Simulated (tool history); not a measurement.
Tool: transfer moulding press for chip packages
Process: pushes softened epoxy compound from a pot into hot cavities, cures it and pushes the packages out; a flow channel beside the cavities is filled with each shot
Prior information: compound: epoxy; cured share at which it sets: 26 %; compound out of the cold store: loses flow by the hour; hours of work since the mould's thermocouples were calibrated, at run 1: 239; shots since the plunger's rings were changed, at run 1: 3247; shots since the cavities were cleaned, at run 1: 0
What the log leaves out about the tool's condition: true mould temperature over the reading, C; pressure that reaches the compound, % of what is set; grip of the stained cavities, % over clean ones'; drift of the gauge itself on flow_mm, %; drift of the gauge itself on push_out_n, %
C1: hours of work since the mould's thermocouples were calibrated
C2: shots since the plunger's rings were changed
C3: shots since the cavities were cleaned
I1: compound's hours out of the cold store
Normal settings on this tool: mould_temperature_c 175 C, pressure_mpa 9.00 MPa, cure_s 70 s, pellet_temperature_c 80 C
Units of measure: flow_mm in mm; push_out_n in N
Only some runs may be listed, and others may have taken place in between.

Run 1, hour 0.0: usual settings; C1 239; C2 3247; C3 0; I1 21.7. Result: flow_mm 527 mm, push_out_n 354 N.
Run 2, hour 19.7: usual settings but pellet_temperature_c 76 C; C1 250; C2 3529; C3 282; I1 10.9. Result: flow_mm 554 mm, push_out_n 528 N.
At hour 38.0: cavities cleaned with cleaning compound and waxed.
Run 3, hour 46.2: usual settings but pellet_temperature_c 76 C; C1 265; C2 3886; C3 118; I1 25.1. Result: flow_mm 509 mm, push_out_n 442 N.
At hour 51.0: plunger's sealing rings changed.
At hour 77.0: cavities cleaned with cleaning compound and waxed.
Run 4, hour 97.8: usual settings but pellet_temperature_c 76 C; C1 292; C2 647; C3 296; I1 11.1. Result: flow_mm 576 mm, push_out_n 543 N.
At hour 114.2: cavities cleaned with cleaning compound and waxed.
Run 5, hour 145.0: usual settings but pressure_mpa 8.77 MPa, pellet_temperature_c 76 C; C1 319; C2 1300; C3 440; I1 39.2. Result: flow_mm 483 mm, push_out_n 521 N.
At hour 150.5: cavities cleaned with cleaning compound and waxed.
At hour 190.0: cavities cleaned with cleaning compound and waxed.
Run 6, hour 194.3: usual settings but pressure_mpa 8.77 MPa, pellet_temperature_c 76 C; C1 345; C2 1961; C3 61; I1 37.2. Result: flow_mm 481 mm, push_out_n 413 N.
At hour 227.5: cavities cleaned with cleaning compound and waxed.
Run 7, hour 232.9: usual settings but pressure_mpa 8.77 MPa, pellet_temperature_c 76 C; C1 367; C2 2491; C3 78; I1 42.0. Result: flow_mm 467 mm, push_out_n 399 N.
At hour 264.5: cavities cleaned with cleaning compound and waxed.
Run 8, hour 269.9: usual settings but pressure_mpa 8.77 MPa, pellet_temperature_c 76 C; C1 387; C2 2998; C3 78; I1 26.0. Result: flow_mm 509 mm, push_out_n 411 N.
Run 9, hour 293.1: usual settings but pressure_mpa 8.77 MPa, pellet_temperature_c 76 C; C1 400; C2 3329; C3 409; I1 28.9. Result: flow_mm 497 mm, push_out_n 532 N.
At hour 303.0: cavities cleaned with cleaning compound and waxed.
Run 10, hour 323.7: usual settings; C1 417; C2 3744; C3 296; I1 18.2. Result: flow_mm 530 mm, push_out_n 540 N.
At hour 338.7: plunger's sealing rings changed.
At hour 344.4: cavities cleaned with cleaning compound and waxed.
Run 11, hour 347.9: usual settings; C1 429; C2 110; C3 51; I1 13.5. Result: flow_mm 575 mm, push_out_n 437 N.
At hour 380.7: cavities cleaned with cleaning compound and waxed.
Run 12, hour 385.0: usual settings; C1 449; C2 618; C3 61; I1 38.6. Result: flow_mm 496 mm, push_out_n 403 N.
At hour 417.7: cavities cleaned with cleaning compound and waxed.
Run 13, hour 423.8: usual settings but pressure_mpa 7.77 MPa; C1 471; C2 1150; C3 87; I1 19.4. Result: flow_mm 511 mm, push_out_n 426 N.
At hour 454.9: cavities cleaned with cleaning compound and waxed.
Run 14, hour 467.5: usual settings but mould_temperature_c 170 C; C1 495; C2 1753; C3 180; I1 23.1. Result: flow_mm 542 mm, push_out_n 655 N.
At hour 494.6: cavities cleaned with cleaning compound and waxed.
Run 15, hour 502.3: usual settings but mould_temperature_c 167 C, pressure_mpa 10.01 MPa, cure_s 71 s, pellet_temperature_c 82 C; C1 515; C2 2229; C3 110; I1 30.7. Result: flow_mm 549 mm, push_out_n 719 N.
At hour 532.3: cavities cleaned with cleaning compound and waxed.
Run 16, hour 543.2: usual settings but mould_temperature_c 177 C, pressure_mpa 6.93 MPa, cure_s 92 s, pellet_temperature_c 88 C; C1 537; C2 2791; C3 155; I1 29.4. Result: flow_mm 440 mm, push_out_n 316 N.
Run 17, hour 566.9: usual settings but mould_temperature_c 180 C, pressure_mpa 8.14 MPa, cure_s 72 s, pellet_temperature_c 72 C; C1 551; C2 3130; C3 494; I1 26.4. Result: flow_mm 480 mm, push_out_n 434 N.
At hour 572.4: cavities cleaned with cleaning compound and waxed.
Run 18, hour 593.0: usual settings but mould_temperature_c 180 C, pressure_mpa 8.57 MPa, cure_s 72 s, pellet_temperature_c 72 C; C1 565; C2 3481; C3 294; I1 30.2. Result: flow_mm 480 mm, push_out_n 401 N.
At hour 609.4: cavities cleaned with cleaning compound and waxed.
Run 19, hour 621.4: usual settings but mould_temperature_c 180 C, pressure_mpa 8.57 MPa, cure_s 56 s, pellet_temperature_c 85 C; C1 581; C2 3865; C3 171; I1 34.6. Result: flow_mm 463 mm, push_out_n 528 N.
At hour 627.2: plunger's sealing rings changed.
At hour 649.9: cavities cleaned with cleaning compound and waxed.
Run 20, hour 672.2: usual settings but cure_s 72 s, pellet_temperature_c 73 C; C1 608; C2 621; C3 318; I1 36.2. Result: flow_mm 508 mm, push_out_n 484 N.
At hour 686.8: cavities cleaned with cleaning compound and waxed.
Run 21, hour 700.0: usual settings but cure_s 72 s, pellet_temperature_c 73 C; C1 623; C2 996; C3 189; I1 17.7. Result: flow_mm 560 mm, push_out_n 476 N.
At hour 723.7: cavities cleaned with cleaning compound and waxed.
Run 22, hour 741.5: usual settings but cure_s 72 s, pellet_temperature_c 73 C; C1 646; C2 1567; C3 254; I1 25.8. Result: flow_mm 527 mm, push_out_n 482 N.
At hour 760.7: cavities cleaned with cleaning compound and waxed.
Run 23, hour 770.5: usual settings but mould_temperature_c 182 C, cure_s 71 s; C1 662; C2 1959; C3 139; I1 27.8. Result: flow_mm 507 mm, push_out_n 324 N.
At hour 797.3: cavities cleaned with cleaning compound and waxed.
Run 24, hour 817.7: usual settings but mould_temperature_c 174 C, cure_s 92 s; C1 688; C2 2612; C3 290; I1 39.2. Result: flow_mm 483 mm, push_out_n 373 N.
At hour 835.5: cavities cleaned with cleaning compound and waxed.
Run 25, hour 855.1: usual settings but mould_temperature_c 174 C, cure_s 92 s; C1 709; C2 3125; C3 280; I1 36.7. Result: flow_mm 487 mm, push_out_n 362 N.
At hour 874.2: cavities cleaned with cleaning compound and waxed.
Run 26, hour 892.1: usual settings but mould_temperature_c 179 C; C1 729; C2 3632; C3 255; I1 34.3. Result: flow_mm 482 mm, push_out_n 410 N.

Run by run, hidden condition taken away, random variation retained:
run  flow_mm  push_out_n
  1      552         330
  2      583         382
  3      539         352
  4      582         379
  5      492         338
  6      496         356
  7      485         342
  8      532         345
  9      523         343
 10      561         367
 11      574         371
 12      500         344
 13      519         345
 14      555         473
 15      566         560
 16      458         260
 17      502         279
 18      505         284
 19      489         392
 20      510         328
 21      564         350
 22      536         337
 23      518         265
 24      498         270
 25      507         266
 26      505         288
